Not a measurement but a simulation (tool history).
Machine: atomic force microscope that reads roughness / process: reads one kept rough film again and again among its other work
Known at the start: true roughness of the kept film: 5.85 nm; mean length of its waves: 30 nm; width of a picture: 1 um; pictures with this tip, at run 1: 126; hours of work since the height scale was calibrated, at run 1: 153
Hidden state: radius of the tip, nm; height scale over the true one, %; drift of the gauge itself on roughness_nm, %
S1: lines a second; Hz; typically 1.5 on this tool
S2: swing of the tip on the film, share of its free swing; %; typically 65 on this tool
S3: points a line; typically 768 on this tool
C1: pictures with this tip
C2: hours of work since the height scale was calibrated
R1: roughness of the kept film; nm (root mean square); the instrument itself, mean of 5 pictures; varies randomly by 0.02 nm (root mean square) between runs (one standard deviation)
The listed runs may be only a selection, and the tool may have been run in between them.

Run 1, hour 0: usual settings; C1 126; C2 153. Result: R1 4.105 nm (root mean square).
Run 2, hour 16.8: usual settings; C1 150; C2 164. Result: R1 3.982 nm (root mean square).
Run 3, hour 42: usual settings; C1 185; C2 181. Result: R1 3.821 nm (root mean square).
Run 4, hour 66.3: usual settings but S2 78 %; C1 219; C2 197. Result: R1 3.585 nm (root mean square).
At hour 69.3: height scale calibrated on a step standard.
Run 5, hour 89.9: usual settings but S2 78 %; C1 251; C2 14. Result: R1 3.422 nm (root mean square).
Run 6, hour 103.6: usual settings but S2 78 %, S3 632; C1 271; C2 23. Result: R1 3.379 nm (root mean square).

What does the tool deliver on the next run?
Run 7, hour 125.3: usual settings but S1 1.04 Hz, S2 89 %, S3 732; C1 301; C2 38. Result: R1 ?.

{"run 7": {"R1": 3.264}}
Without the tool's hidden state the same run would have given R1 4.75 nm (root mean square).
